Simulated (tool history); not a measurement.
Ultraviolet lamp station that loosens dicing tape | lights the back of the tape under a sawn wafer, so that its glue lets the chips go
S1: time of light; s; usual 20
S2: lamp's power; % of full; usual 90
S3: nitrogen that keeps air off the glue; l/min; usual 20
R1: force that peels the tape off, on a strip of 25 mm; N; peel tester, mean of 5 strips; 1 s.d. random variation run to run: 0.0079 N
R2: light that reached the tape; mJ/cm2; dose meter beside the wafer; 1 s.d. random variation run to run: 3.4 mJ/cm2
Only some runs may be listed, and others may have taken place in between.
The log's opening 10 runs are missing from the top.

| run | hour | S1 | S2 | S3 | R1 | R2 |
|---|---|---|---|---|---|---|
| 11 | 70.8 | 20 | 90 | 20 | 0.306 | 560 |
|  | 76.8 | window cleaned of glue's vapour |
| 12 | 76.8 | 20 | 90 | 20 | 0.294 | 561 |
| 13 | 82.7 | 20 | 66 | 20 | 0.516 | 409 |
| 14 | 89.6 | 19 | 66 | 20 | 0.610 | 390 |
| 15 | 97.3 | 19 | 66 | 20 | 0.571 | 389 |
| 16 | 101.7 | 23 | 60 | 37 | 0.389 | 431 |
| 17 | 109.3 | 20 | 82 | 20 | 0.357 | 515 |
| 18 | 116.1 | 11 | 95 | 7 | 1.234 | 325 |
| 19 | 122.7 | 15 | 100 | 11 | 0.573 | 465 |
| 20 | 126.8 | 31 | 70 | 15 | 0.263 | 677 |
| 21 | 136.2 | 31 | 70 | 15 | 0.261 | 676 |
| 22 | 142.4 | 33 | 79 | 19 | 0.200 | 810 |
| 23 | 146.6 | 32 | 63 | 20 | 0.270 | 622 |
| 24 | 151.0 | 11 | 90 | 27 | 0.790 | 304 |
| 25 | 157.6 | 19 | 79 | 35 | 0.330 | 467 |
| 26 | 163.7 | 10 | 70 | 35 | 1.253 | 218 |
| 27 | 171.0 | 12 | 96 | 27 | 0.591 | 358 |
| 28 | 180.3 | 16 | 74 | 30 | 0.547 | 370 |
| 29 | 187.3 | 16 | 74 | 30 | 0.546 | 369 |
| 30 | 193.8 | 12 | 91 | 30 | 0.651 | 340 |

Consider 4 possible next runs. They are alternatives, not a sequence: every one starts from the tool as it was left by run 30. What does each give?
| A | 200.2 | 31 | 97 | 15 | ? | ? |
| B | 200.2 | 35 | 89 | 20 | ? | ? |
| C | 200.2 | 20 | 99 | 20 | ? | ? |
| D | 200.2 | 12 | 91 | 14 | ? | ? |

| run | R1 | R2 |
|---|---|---|
| A | 0.191 | 935 |
| B | 0.189 | 971 |
| C | 0.270 | 617 |
| D | 0.858 | 336 |
The same runs, with their run-to-run variation unchanged, on a tool lacking any hidden condition would have given:
| run | R1 | R2 |
|---|---|---|
| A | 0.191 | 936 |
| B | 0.189 | 972 |
| C | 0.270 | 617 |
| D | 0.857 | 336 |
